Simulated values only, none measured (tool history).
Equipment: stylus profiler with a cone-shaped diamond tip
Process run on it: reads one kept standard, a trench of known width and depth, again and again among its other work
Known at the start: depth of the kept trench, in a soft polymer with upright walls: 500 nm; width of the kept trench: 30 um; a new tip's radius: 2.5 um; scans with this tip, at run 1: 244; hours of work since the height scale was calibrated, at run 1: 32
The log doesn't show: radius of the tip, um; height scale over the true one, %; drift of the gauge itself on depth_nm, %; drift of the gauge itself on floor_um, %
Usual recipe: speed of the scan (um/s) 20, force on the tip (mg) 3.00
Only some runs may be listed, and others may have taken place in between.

run,hour,speed of the scan (um/s),force on the tip (mg),scans with this tip,hours of work since the height scale was calibrated,depth of the trench (angstrom),width of the trench's floor (um)
1,0.0,20,3.00,244,32,5097.5,26.92
2,50.3,20,3.00,504,67,5096.8,26.94
3,80.4,6,3.00,660,87,5100.3,26.82
4,121.4,6,3.00,871,116,5097.4,26.87
5,180.8,20,3.00,1179,156,5098.0,26.82
6,239.2,80,3.00,1481,196,5099.4,26.66
7,279.1,80,3.00,1688,224,5100.8,26.66
8,336.5,80,3.00,1985,263,5101.9,26.59
9,372.9,80,3.00,2173,288,5101.1,26.51
10,409.6,57,3.00,2363,313,5104.2,26.62
11,469.8,12,3.00,2674,354,5105.9,26.63
12,526.0,12,3.00,2965,393,5103.6,26.57
13,576.9,12,3.00,3228,428,5103.6,26.62
14,612.2,12,3.00,3411,452,5106.7,26.53
15,678.0,20,3.00,3751,497,5106.4,26.50
16,733.0,27,2.79,4036,535,5102.9,26.53
# hour 736.3: height scale calibrated on a step standard
17,785.8,27,2.79,4306,34,5110.2,26.43
18,818.8,18,4.41,4477,57,5143.0,26.45
19,866.7,18,4.41,4725,89,5143.0,26.37
20,914.3,9,2.91,4971,122,5114.4,26.38
21,978.8,32,7.79,5305,166,5203.3,26.30
22,1008.5,6,4.31,5459,187,5143.6,26.29
23,1049.0,9,2.73,5668,214,5109.9,26.29
24,1102.5,9,6.21,5945,251,5177.7,26.26
25,1138.0,35,3.70,6128,275,5131.2,26.18
# hour 1146.8: height scale calibrated on a step standard, once more
26,1183.5,45,8.88,6361,25,5197.4,26.19
27,1246.0,45,8.88,6685,68,5198.5,26.15
28,1292.1,6,5.60,6923,100,5146.5,26.17
29,1358.2,20,2.73,7266,145,5089.8,26.05

Branching from run 29: 4 alternative next runs. What would each branch give?
A,1419.0,38,1.84,7580,187,?,?
B,1419.0,28,2.93,7580,187,?,?
C,1419.0,7,5.46,7580,187,?,?
D,1419.0,20,4.18,7580,187,?,?

run,depth of the trench (angstrom),width of the trench's floor (um)
A,5072.9,26.04
B,5099.5,26.06
C,5147.9,26.20
D,5124.2,26.06
With no hidden state in the tool, these same runs would have given:
run,depth of the trench (angstrom),width of the trench's floor (um)
A,5068.5,26.92
B,5095.1,26.94
C,5143.4,27.08
D,5119.7,26.94

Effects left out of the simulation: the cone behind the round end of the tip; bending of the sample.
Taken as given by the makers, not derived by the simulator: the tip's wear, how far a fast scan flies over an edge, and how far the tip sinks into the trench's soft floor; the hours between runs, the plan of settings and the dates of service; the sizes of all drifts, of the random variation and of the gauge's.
